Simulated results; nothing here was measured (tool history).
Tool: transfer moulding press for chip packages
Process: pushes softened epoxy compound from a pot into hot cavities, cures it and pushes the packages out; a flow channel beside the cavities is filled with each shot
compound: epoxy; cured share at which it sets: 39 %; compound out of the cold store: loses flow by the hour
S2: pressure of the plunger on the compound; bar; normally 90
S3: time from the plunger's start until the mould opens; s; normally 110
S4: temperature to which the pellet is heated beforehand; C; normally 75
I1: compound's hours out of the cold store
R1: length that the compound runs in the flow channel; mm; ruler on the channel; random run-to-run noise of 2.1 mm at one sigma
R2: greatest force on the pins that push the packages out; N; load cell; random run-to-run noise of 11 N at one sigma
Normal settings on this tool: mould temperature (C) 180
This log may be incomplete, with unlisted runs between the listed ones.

{"run": 1, "hour": 0.0, "mould temperature (C)": 180, "S2": 90, "S3": 110, "S4": 75, "I1": 45.7, "R1": 519, "R2": 521}
{"run": 2, "hour": 35.8, "mould temperature (C)": 180, "S2": 86.5, "S3": 110, "S4": 75, "I1": 17.6, "R1": 544, "R2": 662}
{"run": 3, "hour": 72.5, "mould temperature (C)": 180, "S2": 86.5, "S3": 110, "S4": 75, "I1": 30.2, "R1": 525, "R2": 724}
{"hour": 90.2, "done": "cavities cleaned with cleaning compound and waxed"}
{"run": 4, "hour": 111.7, "mould temperature (C)": 180, "S2": 90, "S3": 110, "S4": 75, "I1": 13.6, "R1": 555, "R2": 644}
{"run": 5, "hour": 130.9, "mould temperature (C)": 180, "S2": 90, "S3": 110, "S4": 75, "I1": 45, "R1": 518, "R2": 663}
{"run": 6, "hour": 147.8, "mould temperature (C)": 179, "S2": 90, "S3": 110, "S4": 75, "I1": 24.2, "R1": 542, "R2": 786}
{"run": 7, "hour": 173.4, "mould temperature (C)": 180, "S2": 90, "S3": 110, "S4": 71, "I1": 43.1, "R1": 515, "R2": 753}
{"hour": 180.8, "done": "cavities cleaned with cleaning compound and waxed"}
{"run": 8, "hour": 192.5, "mould temperature (C)": 187, "S2": 90, "S3": 110, "S4": 82, "I1": 32.2, "R1": 507, "R2": 465}
{"run": 9, "hour": 225.5, "mould temperature (C)": 187, "S2": 90, "S3": 127, "S4": 82, "I1": 30.5, "R1": 509, "R2": 519}
{"run": 10, "hour": 254.5, "mould temperature (C)": 187, "S2": 74.7, "S3": 127, "S4": 82, "I1": 31.4, "R1": 463, "R2": 570}
{"hour": 271.4, "done": "cavities cleaned with cleaning compound and waxed"}
{"run": 11, "hour": 293.1, "mould temperature (C)": 187, "S2": 101.9, "S3": 105, "S4": 76, "I1": 28.9, "R1": 535, "R2": 513}

Below, some changes in R1 between adjacent runs. For each, the amount present without the hidden state too (settings, incoming material, random variation) and the amount remaining for the hidden state with gauge scatter not shared by both compared results:
Hidden conditions of the tool in this case: true mould temperature over the reading, C; pressure that reaches the compound, % of what is set; grip of the stained cavities, % over clean ones'; drift of the gauge itself on flow_mm, %; drift of the gauge itself on push_out_n, %.
Run 10 -> 11: S2 74.7 -> 101.9, S3 127 -> 105, S4 82 -> 76, cavities cleaned with cleaning compound and waxed. R1 +72 mm: hidden state -4, all else +76.
